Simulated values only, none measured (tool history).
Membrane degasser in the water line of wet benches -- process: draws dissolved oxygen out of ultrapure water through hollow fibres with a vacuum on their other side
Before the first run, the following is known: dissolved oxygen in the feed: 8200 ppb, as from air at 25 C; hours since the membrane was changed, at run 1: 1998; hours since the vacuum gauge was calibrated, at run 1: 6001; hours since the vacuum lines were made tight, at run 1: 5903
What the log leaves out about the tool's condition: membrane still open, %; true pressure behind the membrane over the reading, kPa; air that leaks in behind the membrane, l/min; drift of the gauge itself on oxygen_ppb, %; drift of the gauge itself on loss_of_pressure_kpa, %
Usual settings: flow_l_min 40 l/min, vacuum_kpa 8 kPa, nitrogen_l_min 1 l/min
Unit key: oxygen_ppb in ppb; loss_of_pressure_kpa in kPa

run     day  flow_l_min  vacuum_kpa  nitrogen_l_min  hours since the membrane was changed  hours since the vacuum gauge was calibrated  hours since the vacuum lines were made tight  oxygen_ppb  loss_of_pressure_kpa
  1       0          40           8               1                                  1998                                         6001                                          5903       394.8                 67.66
      1.179  -- vacuum gauge calibrated
  2     1.9          40           8               1                                  2043                                           17                                          5948         393                 67.77
  3   3.896          26           8               1                                  2091                                           65                                          5996       259.4                 43.65
  4   5.017          26           8               1                                  2118                                           92                                          6023       270.3                 43.81
  5   6.667          40           8               1                                  2157                                          132                                          6063       399.2                 67.94
  6   8.504          40           8               1                                  2201                                          176                                          6107       391.8                 67.62
     10.138  -- seals of the vacuum lines changed
  7  10.212          40           8               1                                  2240                                          215                                             2       393.5                 68.26
  8  11.825          40           8            0.44                                  2279                                          253                                            41       675.6                 68.09
  9  12.912          40           8            1.37                                  2305                                          280                                            67       302.5                 67.86
 10  15.083          40           8            1.37                                  2357                                          332                                           119       308.5                 68.63
 11  16.058          40           8            1.66                                  2381                                          355                                           142       265.9                 68.43
 12  17.483          40           8            1.66                                  2415                                          389                                           176       263.9                 68.93
 13   18.95          40           8            1.66                                  2450                                          424                                           211       262.9                  68.1
 14  20.883          40           8            1.66                                  2496                                          471                                           258       266.5                  68.6
 15  22.104          25           8               1                                  2526                                          500                                           287         253                 42.45
 16  23.125          25           8               1                                  2550                                          525                                           312       253.4                 43.01
 17  24.138          25        9.01            1.13                                  2575                                          549                                           336       280.2                 42.98
 18  25.275          42        8.39             0.5                                  2602                                          576                                           363       700.6                  72.1
 19  27.067          42       13.31            2.55                                  2645                                          619                                           406         383                 72.24
 20  29.096          40       14.63            2.82                                  2694                                          668                                           455       382.2                 69.22
 21  31.083          40       14.63            2.82                                  2741                                          716                                           503       380.4                 69.28
 22  32.325          60       14.99            0.83                                  2771                                          745                                           533      1354.1                103.82
 23  34.433          28       18.57            2.55                                  2822                                          796                                           583       381.1                 48.42
 24  35.812          28       18.57            2.55                                  2855                                          829                                           616       381.9                 48.47
 25  37.229          28       18.57            2.55                                  2889                                          863                                           650       385.6                 48.49
     38.438  -- gauge calibrated
 26  39.321          28       18.57            2.55                                  2939                                          913                                           700       378.8                 47.47
 27  41.521          28       18.57            2.55                                  2992                                          966                                           753       380.8                 47.38
 28    43.1          40           8            2.83                                  3030                                         1004                                           791       172.6                 67.48
 29  45.229          34           8            1.64                                  3081                                         1055                                           842       227.6                 58.04
 30  46.992          40        9.06               1                                  3123                                         1097                                           884         467                 68.39
 31  48.671          40        9.06               1                                  3163                                         1138                                           925       472.7                 67.96

Each run again, without the hidden state but with its own random variation kept:
run  loss_of_pressure_kpa
  1                 67.64
  2                 67.67
  3                 43.53
  4                 43.65
  5                 67.62
  6                 67.23
  7                 67.78
  8                 67.55
  9                 67.26
 10                 67.93
 11                 67.69
 12                 68.12
 13                 67.23
 14                 67.65
 15                 41.82
 16                 42.35
 17                 42.29
 18                  70.9
 19                 70.95
 20                  67.9
 21                 67.86
 22                101.62
 23                 47.33
 24                 47.33
 25                 47.31
 26                 47.43
 27                 47.27
 28                 67.25
 29                 57.76
 30                 67.98
 31                 67.48
For oxygen_ppb, the value without the hidden state is never more than 0.3 ppb from the measured value.

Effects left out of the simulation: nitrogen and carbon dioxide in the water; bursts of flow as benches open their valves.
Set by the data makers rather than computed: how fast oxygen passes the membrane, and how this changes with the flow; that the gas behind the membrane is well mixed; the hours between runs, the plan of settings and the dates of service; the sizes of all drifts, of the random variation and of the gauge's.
